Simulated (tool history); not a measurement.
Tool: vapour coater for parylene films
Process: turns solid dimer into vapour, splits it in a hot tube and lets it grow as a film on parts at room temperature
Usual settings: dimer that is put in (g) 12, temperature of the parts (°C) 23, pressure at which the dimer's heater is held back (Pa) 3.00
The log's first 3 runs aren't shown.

run,hour,dimer that is put in (g),temperature of the parts (°C),pressure at which the dimer's heater is held back (Pa),hours of work since the trap's valve was overhauled,hours of work since the table's thermometer was calibrated,thickness of the film (µm)
4,133.8,12,24,3.00,352,352,4.64
5,162.6,12,24,3.00,368,368,4.61
# hour 215.3: trap's valve overhauled
6,220.4,12,24,3.00,3,397,5.28
7,257.5,12,23,3.00,23,418,5.47
8,314.3,12,23,3.00,55,449,5.32
9,356.5,12,23,3.00,78,472,5.32
10,401.9,12,24,3.00,103,497,5.14
11,446.2,12,24,3.00,127,521,5.00
12,478.1,12,24,3.00,145,539,5.04
13,530.5,12,26,3.00,173,568,4.65
14,567.2,12,26,3.00,194,588,4.61
15,614.7,12,26,3.00,220,614,4.62
16,659.8,6,23,3.00,245,639,2.56
17,698.9,6,23,3.00,266,661,2.48
18,767.7,12,23,3.00,304,698,5.00
19,806.7,12,23,3.00,326,720,4.90
20,843.7,12,23,3.00,346,740,4.94
21,883.7,12,23,3.00,368,762,4.86
# hour 936.8: trap's valve overhauled
22,946.5,12,23,9.85,5,795,4.29
23,997.0,12,23,9.85,33,822,4.22

The next listed run, before its measurement:
# hour 1016.6: table's thermometer calibrated
24,1035.6,12,23,9.85,54,10,?

{"run 24": {"thickness of the film (µm)": 4.06}}
Without the tool's hidden state the same run would have given thickness of the film (µm) 4.17.
